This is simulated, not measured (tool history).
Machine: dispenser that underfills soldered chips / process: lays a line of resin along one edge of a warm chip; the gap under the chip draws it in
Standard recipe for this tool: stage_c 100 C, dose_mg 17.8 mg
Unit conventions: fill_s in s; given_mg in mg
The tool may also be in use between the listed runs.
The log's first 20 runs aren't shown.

Run 21, day 3.462: usual settings but dose_mg 17.5 mg. Result: fill_s 147.7 s, given_mg 16.78 mg.
Run 22, day 3.575: usual settings but stage_c 110 C, dose_mg 19.4 mg. Result: fill_s 132 s, given_mg 18.45 mg.
At day 3.625: new syringe of resin.
Run 23, day 3.758: usual settings but dose_mg 16.1 mg. Result: fill_s 119.4 s, given_mg 15.31 mg.
Run 24, day 3.879: usual settings but dose_mg 16.1 mg. Result: fill_s 140.6 s, given_mg 15.5 mg.
Run 25, day 4.012: usual settings but stage_c 99 C, dose_mg 21.3 mg. Result: fill_s 166.3 s, given_mg 20.32 mg.
At day 4.092: new syringe of resin.
Run 26, day 4.129: usual settings but stage_c 99 C, dose_mg 21.3 mg. Result: fill_s 103.2 s, given_mg 20.3 mg.
Run 27, day 4.3: usual settings but stage_c 107 C, dose_mg 20 mg. Result: fill_s 106.8 s, given_mg 18.99 mg.
Run 28, day 4.488: usual settings but stage_c 107 C, dose_mg 20 mg. Result: fill_s 137.8 s, given_mg 19.04 mg.
At day 4.554: new syringe of resin.
Run 29, day 4.738: usual settings but stage_c 104 C, dose_mg 16.9 mg. Result: fill_s 114.3 s, given_mg 16.14 mg.
At day 4.942: dispensing valve cleaned and set on the balance.
Run 30, day 5: usual settings but dose_mg 21 mg. Result: fill_s 167.4 s, given_mg 20.87 mg.
At day 5.062: new syringe of resin.
Run 31, day 5.246: usual settings but dose_mg 22.6 mg. Result: fill_s 122.7 s, given_mg 22.52 mg.
Run 32, day 5.462: usual settings but dose_mg 22.6 mg. Result: fill_s 162 s, given_mg 22.52 mg.
At day 5.533: new syringe of resin.
Run 33, day 5.65: usual settings but dose_mg 22.6 mg. Result: fill_s 110.2 s, given_mg 22.4 mg.
Run 34, day 5.838: usual settings but stage_c 97 C, dose_mg 19.9 mg. Result: fill_s 155.5 s, given_mg 19.84 mg.
At day 6: new syringe of resin.
Run 35, day 6.029: usual settings but stage_c 90 C, dose_mg 18.8 mg. Result: fill_s 130.9 s, given_mg 18.54 mg.

4 options for the next run, each taken on its own from the tool as it stands now. Forecast them:
Run A, day 6.15: usual settings but stage_c 90 C, dose_mg 21.9 mg. Result: fill_s ?, given_mg ?.
Run B, day 6.15: usual settings but stage_c 97 C, dose_mg 16.1 mg. Result: fill_s ?, given_mg ?.
Run C, day 6.15: usual settings but stage_c 114 C, dose_mg 16.5 mg. Result: fill_s ?, given_mg ?.
Run D, day 6.15: usual settings but stage_c 96 C, dose_mg 21.5 mg. Result: fill_s ?, given_mg ?.

run  fill_s  given_mg
  A   151.3     21.52
  B   132.8     15.91
  C    85.5     16.18
  D   128.9     21.24
What these runs would have given with no unlogged condition in the tool:
run  fill_s  given_mg
  A   124.9     21.82
  B   109.1     16.14
  C    70.1     16.41
  D   106.3     21.54

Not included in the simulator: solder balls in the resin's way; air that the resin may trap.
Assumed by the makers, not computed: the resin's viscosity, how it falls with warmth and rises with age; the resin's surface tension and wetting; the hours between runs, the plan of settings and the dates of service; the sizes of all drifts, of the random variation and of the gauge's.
